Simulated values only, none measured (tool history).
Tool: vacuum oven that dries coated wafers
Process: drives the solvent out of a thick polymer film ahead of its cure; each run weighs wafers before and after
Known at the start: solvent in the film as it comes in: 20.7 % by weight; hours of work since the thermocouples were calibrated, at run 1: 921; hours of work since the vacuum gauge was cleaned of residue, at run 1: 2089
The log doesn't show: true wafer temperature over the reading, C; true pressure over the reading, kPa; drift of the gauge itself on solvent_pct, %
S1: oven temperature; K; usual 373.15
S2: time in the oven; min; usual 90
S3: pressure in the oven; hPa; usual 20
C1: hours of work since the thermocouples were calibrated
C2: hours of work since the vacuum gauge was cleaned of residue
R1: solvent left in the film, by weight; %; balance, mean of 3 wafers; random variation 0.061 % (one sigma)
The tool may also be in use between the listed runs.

| run | day | S1 | S2 | S3 | C1 | C2 | R1 |
|---|---|---|---|---|---|---|---|
| 1 | 0 | 373.15 | 90 | 20 | 921 | 2089 | 3.05 |
|  | 1.846 | vacuum gauge cleaned of residue and calibrated |
| 2 | 2.858 | 373.15 | 90 | 20 | 967 | 17 | 3.13 |
| 3 | 6.05 | 373.15 | 90 | 10.8 | 1020 | 70 | 2.78 |
|  | 8.375 | vacuum gauge cleaned of residue and calibrated, once more |
| 4 | 8.375 | 373.15 | 90 | 10.8 | 1058 | 0 | 2.25 |
| 5 | 10.721 | 373.15 | 90 | 20 | 1097 | 39 | 2.64 |
| 6 | 13.854 | 373.15 | 90 | 20 | 1150 | 91 | 2.8 |
| 7 | 17.033 | 373.15 | 90 | 20 | 1203 | 145 | 2.75 |
| 8 | 19.092 | 373.15 | 80 | 20 | 1237 | 179 | 3.13 |
| 9 | 21.796 | 373.15 | 90 | 20 | 1282 | 224 | 2.75 |
| 10 | 23.883 | 373.15 | 90 | 20 | 1317 | 259 | 2.58 |
| 11 | 27.062 | 373.15 | 90 | 37.2 | 1370 | 312 | 3.43 |
| 12 | 29.104 | 373.15 | 90 | 37.2 | 1404 | 346 | 3.34 |
| 13 | 31.612 | 373.15 | 90 | 37.2 | 1446 | 388 | 3.35 |
| 14 | 33.092 | 373.15 | 90 | 20 | 1471 | 413 | 2.57 |
| 15 | 35.125 | 373.15 | 90 | 20 | 1505 | 447 | 2.51 |
| 16 | 36.917 | 373.15 | 90 | 20 | 1535 | 476 | 2.59 |
| 17 | 39.388 | 380.15 | 90 | 20 | 1576 | 518 | 1.28 |
| 18 | 41.254 | 380.15 | 90 | 20 | 1607 | 549 | 1.38 |
|  | 42.046 | oven's thermocouples calibrated |
| 19 | 42.767 | 381.15 | 90 | 20 | 12 | 573 | 1.82 |
| 20 | 44.992 | 381.15 | 90 | 20 | 49 | 610 | 1.71 |
| 21 | 47.383 | 373.15 | 90 | 19.1 | 89 | 650 | 3.57 |
| 22 | 49.988 | 373.15 | 90 | 45.3 | 133 | 693 | 4.94 |
| 23 | 52.838 | 373.15 | 72 | 20 | 180 | 741 | 4.65 |
| 24 | 54.783 | 377.15 | 80 | 29.8 | 213 | 773 | 3.3 |
| 25 | 56.854 | 377.15 | 80 | 29.8 | 247 | 808 | 3.3 |
| 26 | 58.992 | 377.15 | 80 | 29.8 | 283 | 844 | 3.26 |
| 27 | 60.283 | 386.15 | 56 | 29.8 | 304 | 865 | 2.21 |
| 28 | 62.096 | 383.15 | 56 | 29.8 | 335 | 895 | 2.99 |
| 29 | 65.029 | 359.15 | 123 | 36.7 | 384 | 944 | 8.46 |
| 30 | 67.7 | 359.15 | 123 | 11.9 | 428 | 989 | 6.65 |
| 31 | 69.429 | 359.15 | 123 | 11.9 | 457 | 1018 | 6.73 |
| 32 | 70.721 | 359.15 | 123 | 11.9 | 479 | 1039 | 6.65 |
| 33 | 72.758 | 359.15 | 123 | 11.9 | 513 | 1073 | 6.52 |
| 34 | 75.867 | 376.15 | 82 | 20 | 565 | 1125 | 2.89 |
| 35 | 79.046 | 367.15 | 149 | 17.5 | 618 | 1178 | 2.87 |
| 36 | 82.021 | 363.15 | 149 | 17.5 | 667 | 1228 | 4.25 |
| 37 | 84.825 | 376.15 | 149 | 76.3 | 714 | 1275 | 4.08 |
| 38 | 87.008 | 376.15 | 55 | 20.7 | 751 | 1311 | 4.72 |
| 39 | 88.862 | 376.15 | 55 | 20.7 | 782 | 1342 | 4.69 |
| 40 | 91.229 | 363.15 | 59 | 33.4 | 821 | 1382 | 9.92 |
| 41 | 94.012 | 363.15 | 83 | 16.7 | 867 | 1428 | 7.26 |
| 42 | 96.092 | 363.15 | 83 | 16.7 | 902 | 1463 | 7.02 |
| 43 | 97.854 | 363.15 | 83 | 54.8 | 932 | 1492 | 9.32 |
| 44 | 100.554 | 368.15 | 80 | 14 | 977 | 1537 | 5.05 |
| 45 | 102.212 | 368.15 | 80 | 14 | 1004 | 1565 | 5.18 |
| 46 | 103.771 | 368.15 | 80 | 14 | 1030 | 1591 | 5.1 |

Forecast each of these 4 alternatives for the next run:
| A | 105.312 | 382.15 | 90 | 30.9 | 1056 | 1617 | ? |
| B | 105.312 | 377.15 | 142 | 42.7 | 1056 | 1617 | ? |
| C | 105.312 | 373.15 | 90 | 17.5 | 1056 | 1617 | ? |
| D | 105.312 | 369.15 | 119 | 20 | 1056 | 1617 | ? |

| run | R1 |
|---|---|
| A | 1.76 |
| B | 2.34 |
| C | 3.04 |
| D | 3.24 |
Without the tool's hidden state the same runs would have given:
| run | R1 |
|---|---|
| A | 1.88 |
| B | 2.41 |
| C | 3.43 |
| D | 3.62 |
